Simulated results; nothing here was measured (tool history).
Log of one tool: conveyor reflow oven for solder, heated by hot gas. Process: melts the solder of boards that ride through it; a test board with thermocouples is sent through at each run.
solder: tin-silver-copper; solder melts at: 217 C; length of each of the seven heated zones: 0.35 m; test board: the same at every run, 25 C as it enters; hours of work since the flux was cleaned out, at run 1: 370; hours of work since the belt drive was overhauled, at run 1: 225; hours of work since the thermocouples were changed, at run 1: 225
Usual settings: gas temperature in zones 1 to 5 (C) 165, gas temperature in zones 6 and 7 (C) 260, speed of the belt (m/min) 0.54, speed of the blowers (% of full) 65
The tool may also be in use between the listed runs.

run   hour  gas temperature in zones 1 to 5 (C)  gas temperature in zones 6 and 7 (C)  speed of the belt (m/min)  speed of the blowers (% of full)  hours of work since the flux was cleaned out  hours of work since the belt drive was overhauled  hours of work since the thermocouples were changed  highest temperature of the board (C)  time above the solder's melting point (s)
  1      0                                  165                                   260                       0.54                                65                                           370                                                225                                                 225                                 240.6                                       46.4
  2   46.9                                  165                                   270                       0.54                                65                                           391                                                246                                                 246                                 251.1                                       52.5
  3  108.9                                  165                                   273                       0.54                                65                                           418                                                273                                                 273                                   252                                       54.9
     146.7  -- flux residue cleaned out of gas plates and filters
  4  149.3                                  179                                   273                       0.54                                65                                             1                                                288                                                 288                                 257.4                                       63.6
  5  194.5                                  179                                   273                       0.54                                65                                            21                                                308                                                 308                                 257.1                                       63.7
  6  244.2                                  179                                   273                       0.54                                65                                            42                                                329                                                 329                                   257                                       63.5
  7  304.6                                  179                                   273                       0.54                                65                                            69                                                356                                                 356                                 257.3                                       64.9
  8  356.5                                  179                                   273                       0.54                                65                                            91                                                378                                                 378                                   257                                       64.5
  9  410.2                                  165                                   260                        0.6                                65                                           115                                                401                                                 401                                 238.5                                       37.5
 10  471.5                                  165                                   260                        0.6                                65                                           141                                                428                                                 428                                 239.3                                       36.8
 11  521.2                                  177                                   260                       0.54                                65                                           163                                                450                                                 450                                 244.6                                       53.6
 12  571.8                                  177                                   260                       0.54                                65                                           185                                                472                                                 472                                 244.5                                       53.5
 13  619.8                                  177                                   260                       0.54                                65                                           206                                                493                                                 493                                 243.8                                       53.3
 14    645                                  165                                   272                       0.54                                67                                           217                                                504                                                 504                                 252.2                                       55.3
 15  682.9                                  167                                   249                       0.54                                65                                           233                                                520                                                 520                                 232.1                                       36.6
 16  734.9                                  165                                   257                       0.44                                65                                           256                                                543                                                 543                                 244.2                                       64.7

Forecast run 17:
 17  784.3                                  165                                   270                       0.49                                56                                           277                                                564                                                 564                                     ?                                          ?

{"run 17": {"highest temperature of the board (C)": 251.8, "time above the solder's melting point (s)": 61.2}}
Without the tool's hidden state the same run would have given highest temperature of the board (C) 254.5, time above the solder's melting point (s) 63.

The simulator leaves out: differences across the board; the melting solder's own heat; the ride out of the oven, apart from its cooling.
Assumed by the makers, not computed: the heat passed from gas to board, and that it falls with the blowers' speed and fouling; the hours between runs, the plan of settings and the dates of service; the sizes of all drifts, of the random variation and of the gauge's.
